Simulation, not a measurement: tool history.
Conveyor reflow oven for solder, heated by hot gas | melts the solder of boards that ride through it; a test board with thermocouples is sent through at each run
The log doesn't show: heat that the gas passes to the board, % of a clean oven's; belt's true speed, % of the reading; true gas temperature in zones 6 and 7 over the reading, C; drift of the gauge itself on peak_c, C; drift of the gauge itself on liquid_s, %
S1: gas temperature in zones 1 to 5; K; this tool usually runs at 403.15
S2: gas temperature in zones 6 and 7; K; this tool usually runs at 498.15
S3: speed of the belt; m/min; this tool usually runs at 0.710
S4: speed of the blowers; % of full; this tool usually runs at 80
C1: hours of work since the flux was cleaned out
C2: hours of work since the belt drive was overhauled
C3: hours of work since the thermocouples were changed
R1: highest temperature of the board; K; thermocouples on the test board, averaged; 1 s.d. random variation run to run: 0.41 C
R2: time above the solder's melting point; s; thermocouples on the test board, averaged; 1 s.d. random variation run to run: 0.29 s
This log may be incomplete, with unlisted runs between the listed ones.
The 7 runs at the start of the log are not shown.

| run | hour | S1 | S2 | S3 | S4 | C1 | C2 | C3 | R1 | R2 |
|---|---|---|---|---|---|---|---|---|---|---|
|  | 71.7 | flux residue cleaned out of gas plates and filters |
| 8 | 74.7 | 403.15 | 498.15 | 0.710 | 80 | 2 | 690 | 294 | 480.55 | 30.3 |
| 9 | 80.0 | 403.15 | 512.15 | 0.710 | 80 | 6 | 694 | 298 | 493.15 | 37.3 |
| 10 | 90.3 | 403.15 | 512.15 | 0.710 | 80 | 14 | 701 | 305 | 492.55 | 36.9 |
| 11 | 96.0 | 403.15 | 512.15 | 0.710 | 80 | 18 | 706 | 310 | 492.65 | 37.2 |
| 12 | 103.5 | 403.15 | 512.15 | 0.710 | 80 | 24 | 711 | 315 | 493.15 | 36.9 |
| 13 | 111.9 | 403.15 | 512.15 | 0.710 | 80 | 30 | 717 | 321 | 492.05 | 37.1 |
| 14 | 118.3 | 403.15 | 512.15 | 0.710 | 80 | 35 | 722 | 326 | 492.55 | 37.1 |
| 15 | 130.2 | 403.15 | 512.15 | 0.710 | 80 | 43 | 731 | 335 | 492.45 | 37.2 |
| 16 | 137.6 | 403.15 | 498.15 | 0.710 | 80 | 49 | 737 | 341 | 481.15 | 30.4 |
| 17 | 144.4 | 390.15 | 498.15 | 0.842 | 61 | 54 | 742 | 346 | 466.35 | 11.7 |
| 18 | 151.5 | 397.15 | 491.15 | 0.842 | 53 | 59 | 747 | 351 | 460.85 | 6.3 |
| 19 | 161.9 | 403.15 | 512.15 | 0.702 | 80 | 67 | 755 | 359 | 493.05 | 37.4 |
| 20 | 171.5 | 403.15 | 512.15 | 0.790 | 80 | 74 | 762 | 366 | 488.45 | 30.8 |
| 21 | 178.0 | 403.15 | 512.15 | 0.790 | 80 | 79 | 767 | 371 | 487.85 | 30.7 |
| 22 | 189.3 | 403.15 | 509.15 | 0.835 | 61 | 87 | 775 | 379 | 478.25 | 22.7 |
| 23 | 194.6 | 403.15 | 509.15 | 0.835 | 61 | 91 | 779 | 383 | 478.85 | 23.5 |
| 24 | 203.0 | 395.15 | 498.15 | 0.659 | 86 | 97 | 785 | 389 | 482.55 | 32.9 |
| 25 | 212.5 | 395.15 | 498.15 | 0.659 | 86 | 105 | 792 | 396 | 483.15 | 33.0 |
| 26 | 219.6 | 391.15 | 498.15 | 0.848 | 80 | 110 | 797 | 401 | 471.95 | 17.3 |
| 27 | 225.5 | 391.15 | 498.15 | 0.848 | 80 | 114 | 802 | 406 | 470.55 | 16.5 |
| 28 | 231.0 | 403.15 | 498.15 | 0.592 | 80 | 118 | 806 | 410 | 486.25 | 41.4 |
| 29 | 241.8 | 403.15 | 508.15 | 0.609 | 80 | 126 | 814 | 418 | 494.15 | 44.7 |
| 30 | 251.1 | 412.15 | 498.15 | 0.710 | 80 | 133 | 821 | 425 | 483.05 | 32.8 |
| 31 | 260.0 | 412.15 | 498.15 | 0.710 | 80 | 140 | 827 | 431 | 482.05 | 33.2 |

Below are 4 alternative next runs, each starting from the tool's condition after run 31. Predict each:
| A | 266.4 | 417.15 | 491.15 | 0.710 | 80 | 145 | 832 | 436 | ? | ? |
| B | 266.4 | 412.15 | 498.15 | 0.710 | 71 | 145 | 832 | 436 | ? | ? |
| C | 266.4 | 409.15 | 498.15 | 0.710 | 80 | 145 | 832 | 436 | ? | ? |
| D | 266.4 | 417.15 | 492.15 | 0.810 | 80 | 145 | 832 | 436 | ? | ? |

| run | R1 | R2 |
|---|---|---|
| A | 477.15 | 31.2 |
| B | 480.85 | 31.6 |
| C | 481.65 | 32.4 |
| D | 473.95 | 24.6 |
The same runs, with their run-to-run variation unchanged, on a tool lacking any hidden condition would have given:
| run | R1 | R2 |
|---|---|---|
| A | 477.15 | 31.2 |
| B | 480.85 | 31.7 |
| C | 481.65 | 32.4 |
| D | 473.95 | 24.6 |

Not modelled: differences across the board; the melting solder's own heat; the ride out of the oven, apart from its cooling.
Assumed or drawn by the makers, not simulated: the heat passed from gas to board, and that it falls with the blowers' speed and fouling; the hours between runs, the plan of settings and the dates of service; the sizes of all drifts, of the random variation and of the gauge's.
